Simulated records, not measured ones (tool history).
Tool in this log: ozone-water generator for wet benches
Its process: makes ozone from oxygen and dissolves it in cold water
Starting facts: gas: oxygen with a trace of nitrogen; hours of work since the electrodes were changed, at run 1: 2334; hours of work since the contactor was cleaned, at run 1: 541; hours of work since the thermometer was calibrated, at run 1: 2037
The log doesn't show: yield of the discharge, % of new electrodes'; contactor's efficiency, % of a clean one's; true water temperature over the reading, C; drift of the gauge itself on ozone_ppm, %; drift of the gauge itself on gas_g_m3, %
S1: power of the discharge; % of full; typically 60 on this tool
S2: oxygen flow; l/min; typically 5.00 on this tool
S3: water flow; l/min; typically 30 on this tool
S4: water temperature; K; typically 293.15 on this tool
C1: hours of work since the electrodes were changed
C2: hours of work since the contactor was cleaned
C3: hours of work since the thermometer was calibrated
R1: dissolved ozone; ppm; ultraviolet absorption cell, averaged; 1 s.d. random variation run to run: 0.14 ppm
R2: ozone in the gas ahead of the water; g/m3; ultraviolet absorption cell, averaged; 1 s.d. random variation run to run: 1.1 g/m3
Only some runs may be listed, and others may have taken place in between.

{"run": 1, "hour": 0.0, "S1": 60, "S2": 5.0, "S3": 30, "S4": 293.15, "C1": 2334, "C2": 541, "C3": 2037, "R1": 15.5, "R2": 178.4}
{"run": 2, "hour": 53.4, "S1": 60, "S2": 8.75, "S3": 30, "S4": 293.15, "C1": 2381, "C2": 587, "C3": 2083, "R1": 16.8, "R2": 140.3}
{"run": 3, "hour": 116.8, "S1": 60, "S2": 8.75, "S3": 30, "S4": 293.15, "C1": 2436, "C2": 642, "C3": 2138, "R1": 16.6, "R2": 139.1}
{"run": 4, "hour": 187.4, "S1": 97, "S2": 5.0, "S3": 30, "S4": 293.15, "C1": 2497, "C2": 703, "C3": 2199, "R1": 19.1, "R2": 224.8}
{"run": 5, "hour": 225.4, "S1": 60, "S2": 5.0, "S3": 22, "S4": 293.15, "C1": 2530, "C2": 736, "C3": 2232, "R1": 19.9, "R2": 177.3}
{"run": 6, "hour": 274.6, "S1": 60, "S2": 5.0, "S3": 22, "S4": 293.15, "C1": 2573, "C2": 779, "C3": 2275, "R1": 19.7, "R2": 175.5}
{"run": 7, "hour": 344.8, "S1": 60, "S2": 5.0, "S3": 30, "S4": 293.15, "C1": 2633, "C2": 839, "C3": 2336, "R1": 15.3, "R2": 175.9}
{"run": 8, "hour": 390.0, "S1": 60, "S2": 5.0, "S3": 30, "S4": 293.15, "C1": 2673, "C2": 879, "C3": 2375, "R1": 15.0, "R2": 175.3}
{"run": 9, "hour": 449.8, "S1": 59, "S2": 5.0, "S3": 30, "S4": 293.15, "C1": 2724, "C2": 930, "C3": 2427, "R1": 14.9, "R2": 173.1}
{"run": 10, "hour": 503.1, "S1": 55, "S2": 5.0, "S3": 30, "S4": 293.15, "C1": 2770, "C2": 977, "C3": 2473, "R1": 14.6, "R2": 168.6}
{"run": 11, "hour": 569.3, "S1": 76, "S2": 5.0, "S3": 30, "S4": 293.15, "C1": 2828, "C2": 1034, "C3": 2530, "R1": 16.9, "R2": 197.3}
{"run": 12, "hour": 650.8, "S1": 76, "S2": 5.0, "S3": 30, "S4": 293.15, "C1": 2899, "C2": 1105, "C3": 2601, "R1": 16.7, "R2": 196.9}
{"run": 13, "hour": 689.6, "S1": 68, "S2": 3.03, "S3": 42, "S4": 294.15, "C1": 2932, "C2": 1138, "C3": 2634, "R1": 9.6, "R2": 231.1}
{"run": 14, "hour": 765.2, "S1": 82, "S2": 3.84, "S3": 30, "S4": 293.15, "C1": 2998, "C2": 1204, "C3": 2700, "R1": 16.4, "R2": 227.4}
{"run": 15, "hour": 801.5, "S1": 44, "S2": 6.56, "S3": 48, "S4": 296.15, "C1": 3029, "C2": 1235, "C3": 2731, "R1": 8.5, "R2": 133.4}
{"run": 16, "hour": 864.9, "S1": 40, "S2": 3.25, "S3": 22, "S4": 296.15, "C1": 3084, "C2": 1290, "C3": 2786, "R1": 14.2, "R2": 172.4}
{"run": 17, "hour": 940.4, "S1": 95, "S2": 4.6, "S3": 24, "S4": 297.15, "C1": 3150, "C2": 1356, "C3": 2852, "R1": 21.0, "R2": 223.9}
{"run": 18, "hour": 986.3, "S1": 86, "S2": 4.6, "S3": 44, "S4": 297.15, "C1": 3189, "C2": 1395, "C3": 2892, "R1": 11.4, "R2": 212.9}

The next listed run, before its measurement:
{"run": 19, "hour": 1049.8, "S1": 86, "S2": 4.6, "S3": 44, "S4": 297.15, "C1": 3244, "C2": 1450, "C3": 2947, "R1": "?", "R2": "?"}

R1: 11.2 ppm
R2: 211.6 g/m3
On a tool with no hidden condition, and with the same random variation, this run would have come out at R1 12.7 ppm, R2 233.9 g/m3.
